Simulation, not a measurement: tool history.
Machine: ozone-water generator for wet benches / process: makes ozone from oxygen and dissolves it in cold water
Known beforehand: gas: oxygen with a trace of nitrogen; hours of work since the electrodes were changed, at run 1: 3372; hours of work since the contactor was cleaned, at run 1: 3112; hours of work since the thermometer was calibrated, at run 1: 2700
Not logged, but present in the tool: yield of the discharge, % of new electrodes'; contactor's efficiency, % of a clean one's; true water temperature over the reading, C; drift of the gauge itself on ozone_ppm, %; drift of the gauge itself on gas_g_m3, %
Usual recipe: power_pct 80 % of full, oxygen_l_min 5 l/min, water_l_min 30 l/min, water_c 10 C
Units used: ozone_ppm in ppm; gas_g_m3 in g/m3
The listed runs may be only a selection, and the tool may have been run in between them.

| run | hour | power_pct | oxygen_l_min | water_l_min | water_c | hours of work since the electrodes were changed | hours of work since the contactor was cleaned | hours of work since the thermometer was calibrated | ozone_ppm | gas_g_m3 |
|---|---|---|---|---|---|---|---|---|---|---|
| 1 | 0 | 80 | 5 | 30 | 10 | 3372 | 3112 | 2700 | 16.6 | 186.4 |
| 2 | 116.4 | 80 | 5 | 24 | 10 | 3459 | 3199 | 2788 | 20.1 | 185 |
| 3 | 225.8 | 80 | 8.95 | 30 | 10 | 3542 | 3282 | 2870 | 19 | 144.8 |
| 4 | 306.5 | 80 | 5 | 30 | 11 | 3602 | 3342 | 2931 | 16.1 | 183.4 |
|  | 322.4 | water thermometer calibrated |
| 5 | 406.2 | 80 | 5 | 30 | 11 | 3677 | 3417 | 63 | 16.6 | 185.1 |
| 6 | 496.1 | 80 | 5 | 30 | 11 | 3745 | 3485 | 131 | 16.4 | 185.6 |
| 7 | 611.6 | 81 | 5 | 30 | 11 | 3832 | 3572 | 218 | 16.4 | 186.5 |
| 8 | 661.7 | 81 | 5 | 30 | 11 | 3869 | 3609 | 255 | 16.7 | 186.1 |
| 9 | 749.9 | 81 | 5 | 30 | 11 | 3936 | 3676 | 322 | 16.4 | 185 |
| 10 | 821.1 | 80 | 5 | 30 | 10 | 3989 | 3729 | 375 | 16.4 | 182.2 |
| 11 | 891.1 | 80 | 5 | 30 | 10 | 4042 | 3782 | 428 | 16.5 | 183.1 |
| 12 | 956 | 80 | 6.8 | 30 | 10 | 4091 | 3831 | 477 | 17.7 | 160.8 |
| 13 | 1045.7 | 80 | 6.8 | 30 | 10 | 4158 | 3898 | 544 | 17.8 | 161.3 |
| 14 | 1113.9 | 80 | 5 | 30 | 10 | 4210 | 3950 | 596 | 16.2 | 182.2 |
| 15 | 1199.7 | 41 | 5 | 30 | 10 | 4274 | 4014 | 660 | 9.8 | 110.3 |
| 16 | 1277.9 | 41 | 5 | 30 | 10 | 4333 | 4073 | 719 | 9.9 | 109.4 |
| 17 | 1336.4 | 41 | 5 | 30 | 10 | 4377 | 4117 | 763 | 9.8 | 110.7 |
| 18 | 1425 | 48 | 6.83 | 30 | 6 | 4444 | 4184 | 830 | 12.5 | 109.7 |
|  | 1451 | contactor cleaned |
| 19 | 1488.6 | 48 | 6.83 | 30 | 6 | 4489 | 28 | 875 | 13.4 | 109 |
| 20 | 1606.4 | 59 | 5 | 30 | 10 | 4578 | 117 | 964 | 13.8 | 145 |
| 21 | 1663.2 | 51 | 4.91 | 30 | 10 | 4620 | 160 | 1006 | 12.1 | 130.7 |
| 22 | 1771.2 | 83 | 6.05 | 31 | 7 | 4702 | 241 | 1088 | 18.1 | 172 |
| 23 | 1859.3 | 44 | 4.54 | 34 | 9 | 4768 | 307 | 1154 | 9.3 | 120.9 |
| 24 | 1951.5 | 44 | 4.54 | 34 | 9 | 4837 | 377 | 1223 | 9.5 | 121 |
| 25 | 2059.6 | 80 | 3.76 | 44 | 7 | 4919 | 458 | 1305 | 10.6 | 201.9 |
| 26 | 2156.2 | 88 | 3.12 | 26 | 7 | 4991 | 531 | 1377 | 17.6 | 233.5 |
| 27 | 2231.5 | 88 | 3.12 | 26 | 7 | 5048 | 587 | 1434 | 17.6 | 232.4 |
| 28 | 2288.1 | 88 | 3.12 | 26 | 7 | 5091 | 630 | 1477 | 17.6 | 231.3 |
| 29 | 2391.3 | 88 | 3.12 | 26 | 7 | 5168 | 708 | 1554 | 18.1 | 232.1 |
| 30 | 2488.3 | 80 | 7.64 | 30 | 10 | 5241 | 781 | 1627 | 18.2 | 150.7 |
| 31 | 2590.2 | 80 | 7.64 | 30 | 10 | 5318 | 858 | 1704 | 18.2 | 148.5 |
| 32 | 2674.7 | 80 | 5 | 45 | 10 | 5382 | 921 | 1768 | 11.1 | 177.8 |
| 33 | 2774.7 | 80 | 8.12 | 30 | 7 | 5457 | 996 | 1843 | 19.2 | 146 |
| 34 | 2848.5 | 84 | 8.12 | 37 | 5 | 5513 | 1052 | 1899 | 17.1 | 148.8 |

How would selected steps in ozone_ppm from run to run divide? Give the signed amount a tool lacking its hidden state would still show from settings, what came in and random variation, and the signed amount left for the hidden state, including any gauge scatter that is not in both of the compared results.
Run 14 -> 15: power_pct 80 -> 41. ozone_ppm -6.4 ppm: hidden state +1.3, all else -7.7.
Run 21 -> 22: power_pct 51 -> 83, oxygen_l_min 4.91 -> 6.05, water_l_min 30 -> 31, water_c 10 -> 7. ozone_ppm +6 ppm: hidden state -1.2, all else +7.2.
Run 22 -> 23: power_pct 83 -> 44, oxygen_l_min 6.05 -> 4.54, water_l_min 31 -> 34, water_c 7 -> 9. ozone_ppm -8.8 ppm: hidden state +1.4, all else -10.2.
Run 31 -> 32: oxygen_l_min 7.64 -> 5, water_l_min 30 -> 45. ozone_ppm -7.1 ppm: hidden state +0.9, all else -8.
Run 32 -> 33: oxygen_l_min 5 -> 8.12, water_l_min 45 -> 30, water_c 10 -> 7. ozone_ppm +8.1 ppm: hidden state -1.1, all else +9.2.

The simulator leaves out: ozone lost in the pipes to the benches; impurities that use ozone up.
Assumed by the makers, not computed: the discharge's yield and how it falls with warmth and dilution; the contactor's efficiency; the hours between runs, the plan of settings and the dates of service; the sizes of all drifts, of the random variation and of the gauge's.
